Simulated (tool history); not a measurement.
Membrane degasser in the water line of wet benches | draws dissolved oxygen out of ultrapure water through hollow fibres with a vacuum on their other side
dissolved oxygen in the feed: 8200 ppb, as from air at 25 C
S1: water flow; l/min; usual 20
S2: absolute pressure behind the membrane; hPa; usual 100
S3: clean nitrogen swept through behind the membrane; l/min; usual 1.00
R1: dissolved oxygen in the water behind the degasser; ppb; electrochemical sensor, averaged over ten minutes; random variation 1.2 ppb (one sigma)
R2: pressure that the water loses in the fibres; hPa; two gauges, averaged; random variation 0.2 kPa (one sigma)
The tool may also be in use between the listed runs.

Run 1, hour 0.0: usual settings. Result: R1 301.5 ppb, R2 416.4 hPa.
Run 2, hour 171.1: usual settings. Result: R1 302.1 ppb, R2 416.3 hPa.
Run 3, hour 471.6: usual settings. Result: R1 301.5 ppb, R2 416.5 hPa.
Run 4, hour 645.5: usual settings. Result: R1 301.5 ppb, R2 417.4 hPa.
Run 5, hour 970.3: usual settings. Result: R1 302.2 ppb, R2 418.1 hPa.
Run 6, hour 1212.7: usual settings. Result: R1 301.6 ppb, R2 420.6 hPa.
Run 7, hour 1349.8: usual settings. Result: R1 301.2 ppb, R2 417.2 hPa.
Run 8, hour 1511.3: usual settings. Result: R1 302.3 ppb, R2 419.7 hPa.
Run 9, hour 1703.6: usual settings but S2 248 hPa. Result: R1 880.2 ppb, R2 416.0 hPa.
Run 10, hour 1984.6: usual settings. Result: R1 303.1 ppb, R2 417.5 hPa.
Run 11, hour 2238.4: usual settings but S1 26 l/min. Result: R1 395.2 ppb, R2 542.9 hPa.
Run 12, hour 2454.3: usual settings but S1 31 l/min, S2 77 hPa, S3 2.00 l/min. Result: R1 223.6 ppb, R2 646.4 hPa.
Run 13, hour 2769.9: usual settings but S1 19 l/min, S2 155 hPa, S3 1.71 l/min. Result: R1 314.6 ppb, R2 397.5 hPa.
Run 14, hour 2955.7: usual settings but S2 162 hPa, S3 0.63 l/min. Result: R1 798.7 ppb, R2 417.2 hPa.
Run 15, hour 3275.9: usual settings but S1 22 l/min, S2 77 hPa, S3 0.49 l/min. Result: R1 394.6 ppb, R2 459.2 hPa.
Run 16, hour 3519.0: usual settings but S1 29 l/min, S2 157 hPa, S3 0.49 l/min. Result: R1 1237.8 ppb, R2 601.6 hPa.
Run 17, hour 3706.3: usual settings but S1 29 l/min, S2 137 hPa, S3 0.78 l/min. Result: R1 776.7 ppb, R2 603.0 hPa.
Run 18, hour 3867.3: usual settings but S3 0.91 l/min. Result: R1 327.5 ppb, R2 419.0 hPa.
Run 19, hour 4148.0: usual settings but S3 0.91 l/min. Result: R1 326.5 ppb, R2 414.7 hPa.

Taken out of this log: 1 entry between the listed runs. Where each belongs, and how the hidden state differs across it:
Between runs 9 and 10: seals of the vacuum lines changed (hour 1732.3)
  air that leaks in behind the membrane, l/min: 0.0021 -> 0.002
